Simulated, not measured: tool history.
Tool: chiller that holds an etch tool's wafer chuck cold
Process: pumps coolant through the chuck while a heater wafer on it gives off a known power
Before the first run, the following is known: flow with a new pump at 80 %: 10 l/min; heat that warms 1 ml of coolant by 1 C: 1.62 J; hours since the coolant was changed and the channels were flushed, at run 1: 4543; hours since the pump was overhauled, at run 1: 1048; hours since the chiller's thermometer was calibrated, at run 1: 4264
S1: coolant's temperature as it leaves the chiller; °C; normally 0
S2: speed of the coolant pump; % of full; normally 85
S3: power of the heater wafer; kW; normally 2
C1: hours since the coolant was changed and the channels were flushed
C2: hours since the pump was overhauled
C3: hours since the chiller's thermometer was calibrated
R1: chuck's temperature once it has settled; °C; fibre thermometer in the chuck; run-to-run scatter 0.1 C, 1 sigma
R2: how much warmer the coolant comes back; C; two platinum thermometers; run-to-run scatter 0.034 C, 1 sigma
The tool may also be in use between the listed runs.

run   hour  S1  S2     S3    C1    C2    C3    R1    R2
  1      0   0  85      2  4543  1048  4264  26.8  7.11
  2     23   0  85      2  4566  1071  4287  26.9   7.1
  3   50.8   0  85      2  4594  1099  4314  26.9  7.09
      58.9  -- coolant changed, channels flushed
  4   83.4   0  85      2    24  1125  4341  24.7  7.06
  5  102.6   0  85      2    44  1145  4360  24.7  7.16
  6  120.5   0  85      2    62  1163  4378  24.8  7.13
  7  137.9   0  85      2    79  1180  4395  24.8  7.12
  8  171.8   0  85      2   113  1214  4429  24.6   7.1
  9  195.3   0  85      2   136  1237  4453  24.7  7.07
 10  217.4   0  85      2   158  1259  4475  24.7  7.14
 11  249.2  -6  85  2.456   190  1291  4507  24.3  8.74
 12  270.2  -5  74  1.873   211  1312  4528  20.5  7.61
 13  303.4  -3  74  1.552   244  1345  4561  18.4  6.34
     309.8  -- coolant pump overhauled
 14  334.2  -3  74  1.552   270    24  4587  18.3  6.37
 15  349.2  -7  85  1.437   285    39  4602  11.1   5.1
     366.1  -- coolant pump overhauled, once more
 16  378.9   3  85  1.445   310    13  4626    21  5.03
 17  400.7  -9  96  2.909   332    35  4648  23.9  9.07
 18  414.8  -9  96  2.909   346    49  4662  23.8  9.01
 19  448.8  -9  96  2.909   380    83  4696  23.9  9.01

Predict each of these 5 candidate next runs independently; none follows another, all start after run 19:
  A  468.1   1  80      2  399  102  4716   ?   ?
  B  468.1  -9  79  2.909  399  102  4716   ?   ?
  C  468.1  -1  72   2.57  399  102  4716   ?   ?
  D  468.1  -6  68  1.447  399  102  4716   ?   ?
  E  468.1   2  83  1.285  399  102  4716   ?   ?

run    R1     R2
  A  26.6   7.41
  B  28.5  10.99
  C  33.9  10.47
  D  14.6   6.27
  E  18.2   4.56
The same runs, with their run-to-run variation unchanged, on a tool lacking any hidden condition would have given:
run    R1     R2
  A  25.8   7.42
  B  27.6  11.02
  C  33.1  10.49
  D  13.9   6.28
  E  17.5   4.57

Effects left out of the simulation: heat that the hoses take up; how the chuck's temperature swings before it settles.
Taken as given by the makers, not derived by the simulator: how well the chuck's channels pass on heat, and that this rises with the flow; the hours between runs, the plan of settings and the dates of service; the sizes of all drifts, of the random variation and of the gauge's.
